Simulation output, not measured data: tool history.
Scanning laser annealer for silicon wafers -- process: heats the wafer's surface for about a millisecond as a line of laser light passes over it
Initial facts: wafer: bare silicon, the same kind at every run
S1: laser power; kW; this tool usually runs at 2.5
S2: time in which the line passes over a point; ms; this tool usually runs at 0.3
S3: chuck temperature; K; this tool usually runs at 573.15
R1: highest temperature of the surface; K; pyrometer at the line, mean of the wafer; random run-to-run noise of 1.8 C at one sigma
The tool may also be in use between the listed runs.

run,hour,S1,S2,S3,R1
1,0,2.5,0.3,573.15,1282.15
2,27.1,2.5,0.3,554.15,1260.15
# hour 35.5: window over the wafer cleaned
3,67.3,2.5,0.3,573.15,1333.15
4,97,2.5,0.3,573.15,1329.15
5,124.6,2.5,0.3,573.15,1330.15
6,181.1,2.5,0.3,573.15,1321.15
7,216.5,2.5,0.364,573.15,1412.15
8,266.6,2.5,0.364,573.15,1410.15
9,320.8,2.5,0.217,573.15,1183.15
10,362.4,2.5,0.217,573.15,1179.15
11,399.8,2.5,0.217,573.15,1176.15
12,433.6,2.5,0.217,573.15,1174.15
13,463,2.5,0.236,563.15,1192.15
# hour 496.3: optics aligned, line set to its width
14,512.6,2.613,0.3,569.15,1349.15
15,542.8,2.271,0.327,564.15,1240.15
16,576.6,2.271,0.283,564.15,1185.15
17,625.2,2.651,0.283,564.15,1318.15
18,665.2,2.651,0.283,564.15,1316.15
19,688.5,2.576,0.283,564.15,1285.15
# hour 716.6: window over the wafer cleaned
20,724.5,2.576,0.254,564.15,1284.15
21,754.9,2.18,0.315,577.15,1232.15
22,803.4,2.639,0.304,588.15,1410.15

Branching from run 22: 3 alternative next runs. What would each branch give?
A,853.8,2.177,0.355,573.15,?
B,853.8,2.706,0.23,533.15,?
C,853.8,2.5,0.3,566.15,?

run,R1
A,1267.15
B,1247.15
C,1320.15
Take away the tool's hidden state, keep each run's random variation, and the runs would have read:
run,R1
A,1281.15
B,1261.15
C,1335.15
